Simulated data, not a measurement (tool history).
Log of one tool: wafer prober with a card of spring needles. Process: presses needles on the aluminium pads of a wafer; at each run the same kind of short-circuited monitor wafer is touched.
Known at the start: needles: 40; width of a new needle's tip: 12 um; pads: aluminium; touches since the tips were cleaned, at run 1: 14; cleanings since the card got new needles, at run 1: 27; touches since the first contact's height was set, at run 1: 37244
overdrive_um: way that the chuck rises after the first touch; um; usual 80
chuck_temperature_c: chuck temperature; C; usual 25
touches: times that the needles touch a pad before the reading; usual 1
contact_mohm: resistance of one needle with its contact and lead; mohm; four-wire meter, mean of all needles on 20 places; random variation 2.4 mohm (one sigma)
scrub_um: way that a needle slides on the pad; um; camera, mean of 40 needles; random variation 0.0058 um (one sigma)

run   hour  overdrive_um  chuck_temperature_c  touches  touches since the tips were cleaned  cleanings since the card got new needles  touches since the first contact's height was set  contact_mohm  scrub_um
  1      0            80                   25        1                                   14                                        27                                             37244           271    16.531
  2   19.2            80                   25        1                                 5529                                        27                                             42759           272    16.558
      25.4  -- tips cleaned on abrasive film
  3   43.3            80                   25        1                                 5152                                        28                                             49673           269    16.575
      51.7  -- tips cleaned on abrasive film
  4   69.4            99                   25        1                                 5091                                        29                                             57165           272    20.521
      76.6  -- tips cleaned on abrasive film
  5   98.4            88                   25        1                                 6260                                        30                                             65464           266    18.254
     101.4  -- tips cleaned on abrasive film
     127.4  -- tips cleaned on abrasive film
  6  136.1            80                   25        1                                 2498                                        32                                             76264           264    16.623
     153.4  -- tips cleaned on abrasive film
  7  160.3            80                   25        1                                 2000                                        33                                             83211           270    16.659
     178.5  -- tips cleaned on abrasive film
  8  193.1            80                   25        1                                 4201                                        34                                             92608           268    16.671
     200.7  -- height of the first contact set anew
     206.6  -- tips cleaned on abrasive film
  9  218.1            80                   25        1                                 3300                                        35                                              4977           270    16.693
     232.3  -- tips cleaned on abrasive film
 10  255.1            80                   25        2                                 6552                                        36                                             15604           273    16.713
     257.3  -- tips cleaned on abrasive film
 11  273.8            80                   25        2                                 4736                                        37                                             20961           271    16.726
     282.8  -- tips cleaned on abrasive film
 12  305.8            80                   25        2                                 6610                                        38                                             30127           266    16.754
       308  -- tips cleaned on abrasive film
       334  -- tips cleaned on abrasive film
 13  336.8            80                   25        2                                  820                                        40                                             39014           271    16.759
 14  357.5            80                   25        2                                 6766                                        40                                             44960           274    16.801
       360  -- tips cleaned on abrasive film
 15  384.5            83                   25        2                                 7050                                        41                                             52696           273    17.435
     388.3  -- tips cleaned on abrasive film
     416.4  -- tips cleaned on abrasive film
 16  420.6            83                   25        2                                 1217                                        43                                             63044           268    17.474
     443.2  -- tips cleaned on abrasive film
 17  452.3            83                   98        3                                 2624                                        44                                             72136           291     17.49
     469.1  -- tips cleaned on abrasive film
 18  475.5            60                   25        2                                 1842                                        45                                             78782           273    12.643
 19  492.2            78                   45        3                                 6630                                        45                                             83570           278    16.462
     495.6  -- tips cleaned on abrasive film
     521.1  -- tips cleaned on abrasive film
 20  528.7            97                   40        2                                 2190                                        47                                             94032           275    20.484
     532.6  -- height of the first contact set anew
     536.9  -- gauge calibrated
     548.4  -- tips cleaned on abrasive film
 21  559.6            97                   40        2                                 3231                                        48                                              7749           272    20.068
     574.4  -- tips cleaned on abrasive film
 22  593.2            63                   45        2                                 5421                                        49                                             17391           279    13.049
     599.5  -- tips cleaned on abrasive film
 23  620.4            77                   57        2                                 6004                                        50                                             25181           281    15.976
     626.9  -- tips cleaned on abrasive film
 24  645.3            77                   57        2                                 5317                                        51                                             32328           280    15.988

Forecast run 25:
     653.6  -- tips cleaned on abrasive film
 25  666.8            77                   57        2                                 3805                                        52                                             38482             ?         ?

Run 25 gave contact_mohm 281 mohm, scrub_um 15.993 um.
Without the tool's hidden state the same run would have given contact_mohm 280 mohm, scrub_um 15.906 um.
